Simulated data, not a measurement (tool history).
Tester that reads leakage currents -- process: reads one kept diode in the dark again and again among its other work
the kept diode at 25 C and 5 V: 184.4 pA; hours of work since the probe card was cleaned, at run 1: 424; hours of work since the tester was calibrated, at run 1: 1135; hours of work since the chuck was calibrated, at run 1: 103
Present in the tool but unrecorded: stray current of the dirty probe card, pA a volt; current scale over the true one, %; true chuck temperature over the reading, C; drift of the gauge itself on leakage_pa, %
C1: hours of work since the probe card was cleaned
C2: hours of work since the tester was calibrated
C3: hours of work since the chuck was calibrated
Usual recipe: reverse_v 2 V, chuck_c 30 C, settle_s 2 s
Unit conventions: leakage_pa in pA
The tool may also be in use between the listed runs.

run 1 hour=0 | reverse_v=2 chuck_c=30 settle_s=2 | C1=424 C2=1135 C3=103 | leakage_pa=208.67
run 2 hour=105.8 | reverse_v=2 chuck_c=30 settle_s=3.4 | C1=471 C2=1182 C3=150 | leakage_pa=208.29
run 3 hour=218.3 | reverse_v=2 chuck_c=30 settle_s=3.4 | C1=521 C2=1232 C3=200 | leakage_pa=209.43
run 4 hour=278.1 | reverse_v=2 chuck_c=30 settle_s=3.4 | C1=547 C2=1259 C3=227 | leakage_pa=208.25
run 5 hour=361.1 | reverse_v=2 chuck_c=30 settle_s=2 | C1=584 C2=1296 C3=264 | leakage_pa=210.17
run 6 hour=423.9 | reverse_v=2 chuck_c=30 settle_s=2 | C1=612 C2=1323 C3=291 | leakage_pa=210.2
run 7 hour=533 | reverse_v=2 chuck_c=30 settle_s=0.78 | C1=660 C2=1372 C3=340 | leakage_pa=210.7
run 8 hour=585.3 | reverse_v=14.68 chuck_c=30 settle_s=0.78 | C1=684 C2=1395 C3=363 | leakage_pa=413.36
run 9 hour=650.9 | reverse_v=14.68 chuck_c=30 settle_s=0.78 | C1=713 C2=1424 C3=392 | leakage_pa=412.66
run 10 hour=763.3 | reverse_v=7.07 chuck_c=41 settle_s=3.19 | C1=763 C2=1474 C3=442 | leakage_pa=745.26
run 11 hour=859.5 | reverse_v=7.07 chuck_c=41 settle_s=3.19 | C1=805 C2=1517 C3=485 | leakage_pa=752.81
run 12 hour=926.8 | reverse_v=7.07 chuck_c=41 settle_s=3.19 | C1=835 C2=1547 C3=515 | leakage_pa=752.76
run 13 hour=976 | reverse_v=2.05 chuck_c=41 settle_s=3.19 | C1=857 C2=1569 C3=537 | leakage_pa=501.69
run 14 hour=1071.8 | reverse_v=1.97 chuck_c=30 settle_s=1.08 | C1=900 C2=1611 C3=579 | leakage_pa=214.35

Run 15 has not been measured yet. What should we expect?
run 15 hour=1137 | reverse_v=2 chuck_c=30 settle_s=3.92 | C1=929 C2=1640 C3=608 | leakage_pa=?

For run 15 the tool returned leakage_pa 215.08 pA.
Without the tool's hidden state the same run would have given leakage_pa 204.16 pA.
